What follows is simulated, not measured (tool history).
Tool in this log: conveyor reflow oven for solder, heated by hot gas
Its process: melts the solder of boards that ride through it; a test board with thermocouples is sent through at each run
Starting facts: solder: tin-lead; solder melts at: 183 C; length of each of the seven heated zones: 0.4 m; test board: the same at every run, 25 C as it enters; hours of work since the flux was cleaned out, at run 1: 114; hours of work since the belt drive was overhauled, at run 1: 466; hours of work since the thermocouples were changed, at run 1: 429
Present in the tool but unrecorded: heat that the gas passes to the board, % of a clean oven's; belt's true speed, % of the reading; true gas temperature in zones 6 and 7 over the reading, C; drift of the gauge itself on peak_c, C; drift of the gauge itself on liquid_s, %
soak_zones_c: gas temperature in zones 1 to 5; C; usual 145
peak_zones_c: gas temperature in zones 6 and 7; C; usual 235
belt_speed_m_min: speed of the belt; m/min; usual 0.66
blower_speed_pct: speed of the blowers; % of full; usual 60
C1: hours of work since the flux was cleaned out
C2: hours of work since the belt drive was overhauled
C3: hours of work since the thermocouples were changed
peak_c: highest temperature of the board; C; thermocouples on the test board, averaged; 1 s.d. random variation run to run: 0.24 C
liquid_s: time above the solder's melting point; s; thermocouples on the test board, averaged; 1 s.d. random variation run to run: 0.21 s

Run 1, day 0: usual settings; C1 114; C2 466; C3 429. Result: peak_c 214.8 C, liquid_s 54.7 s.
Run 2, day 1.017: usual settings but soak_zones_c 142 C; C1 133; C2 485; C3 448. Result: peak_c 213.6 C, liquid_s 52.4 s.
Run 3, day 2.192: usual settings but soak_zones_c 142 C; C1 154; C2 507; C3 470. Result: peak_c 213.6 C, liquid_s 52.6 s.
Run 4, day 2.962: usual settings but belt_speed_m_min 0.713 m/min; C1 169; C2 521; C3 484. Result: peak_c 211.9 C, liquid_s 47.3 s.
Run 5, day 3.946: usual settings; C1 187; C2 540; C3 502. Result: peak_c 214 C, liquid_s 54.1 s.
Run 6, day 4.579: usual settings; C1 199; C2 552; C3 514. Result: peak_c 214.6 C, liquid_s 53.9 s.
Run 7, day 5.421: usual settings; C1 215; C2 567; C3 530. Result: peak_c 213.8 C, liquid_s 53.9 s.
Run 8, day 6.654: usual settings; C1 237; C2 590; C3 553. Result: peak_c 214.3 C, liquid_s 53.9 s.
Run 9, day 7.6: usual settings; C1 255; C2 608; C3 570. Result: peak_c 214.2 C, liquid_s 53.7 s.
At day 8.054: flux residue cleaned out of gas plates and filters.
Run 10, day 8.371: usual settings but soak_zones_c 139 C; C1 6; C2 618; C3 581. Result: peak_c 211.9 C, liquid_s 49.8 s.
Run 11, day 9.35: usual settings; C1 24; C2 636; C3 599. Result: peak_c 213.1 C, liquid_s 53.1 s.
At day 10.038: flux residue cleaned out of gas plates and filters, once more.
Run 12, day 10.075: usual settings but belt_speed_m_min 0.787 m/min; C1 1; C2 646; C3 609. Result: peak_c 208.3 C, liquid_s 39.8 s.
Run 13, day 10.679: usual settings but belt_speed_m_min 0.787 m/min; C1 12; C2 657; C3 620. Result: peak_c 208.5 C, liquid_s 39.6 s.
Run 14, day 11.204: usual settings but belt_speed_m_min 0.787 m/min; C1 22; C2 667; C3 630. Result: peak_c 208.2 C, liquid_s 39.9 s.
Run 15, day 12.067: usual settings; C1 38; C2 683; C3 646. Result: peak_c 214.3 C, liquid_s 54 s.
Run 16, day 12.588: usual settings; C1 47; C2 693; C3 655. Result: peak_c 214.3 C, liquid_s 54.4 s.
Run 17, day 13.562: usual settings; C1 66; C2 711; C3 674. Result: peak_c 213.9 C, liquid_s 54.8 s.

What does the tool deliver on the next run?
At day 13.854: thermocouples of zones 6 and 7 changed.
Run 18, day 14.65: usual settings but soak_zones_c 156 C, belt_speed_m_min 0.769 m/min, blower_speed_pct 68 % of full; C1 84; C2 730; C3 15. Result: peak_c ?, liquid_s ?.

Run 18 measured peak_c 215.7 C, liquid_s 51.3 s.
Minus the tool's unlogged condition, the same run would have read peak_c 215.7 C, liquid_s 50.8 s.
